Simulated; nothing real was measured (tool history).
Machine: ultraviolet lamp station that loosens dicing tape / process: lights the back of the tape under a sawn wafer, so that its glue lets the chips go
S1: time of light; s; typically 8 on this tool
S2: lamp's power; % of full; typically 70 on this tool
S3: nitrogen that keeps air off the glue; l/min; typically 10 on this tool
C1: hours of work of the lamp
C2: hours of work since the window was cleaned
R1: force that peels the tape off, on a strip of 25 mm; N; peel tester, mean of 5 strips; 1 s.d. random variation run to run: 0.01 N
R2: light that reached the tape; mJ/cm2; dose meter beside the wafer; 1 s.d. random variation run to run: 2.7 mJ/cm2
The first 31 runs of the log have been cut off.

run	hour	S1	S2	S3	C1	C2	R1	R2
32	2358.5	6	65	4	378	234	1.801	211
33	2422.2	11	78	6	404	260	0.383	461
34	2474	11	78	6	426	281	0.389	452
# hour 2503.9: window cleaned of glue's vapour
35	2524.4	11	78	6	446	8	0.34	483
36	2579.6	5	77	4	469	31	1.817	215
37	2653.4	5	77	4	499	61	1.878	213
38	2699.5	8	77	16	518	80	0.386	329
39	2746.6	8	82	4	537	100	0.91	346
40	2837.2	16	75	10	574	137	0.151	626
41	2880.5	16	75	10	592	155	0.158	625
42	2937.5	16	75	10	616	178	0.157	623

Alternative continuations, all from the tool just after run 42; predict every row:
A	3033	14	75	7	655	217	?	?
B	3033	8	60	6	655	217	?	?
C	3033	8	67	6	655	217	?	?
D	3033	5	75	4	655	217	?	?
E	3033	8	70	10	655	217	?	?

run	R1	R2
A	0.251	521
B	1.275	232
C	1.053	267
D	2.124	188
E	0.772	280
Without the tool's unlogged condition, the same runs would have read:
run	R1	R2
A	0.162	665
B	0.849	298
C	0.677	341
D	1.593	240
E	0.471	357

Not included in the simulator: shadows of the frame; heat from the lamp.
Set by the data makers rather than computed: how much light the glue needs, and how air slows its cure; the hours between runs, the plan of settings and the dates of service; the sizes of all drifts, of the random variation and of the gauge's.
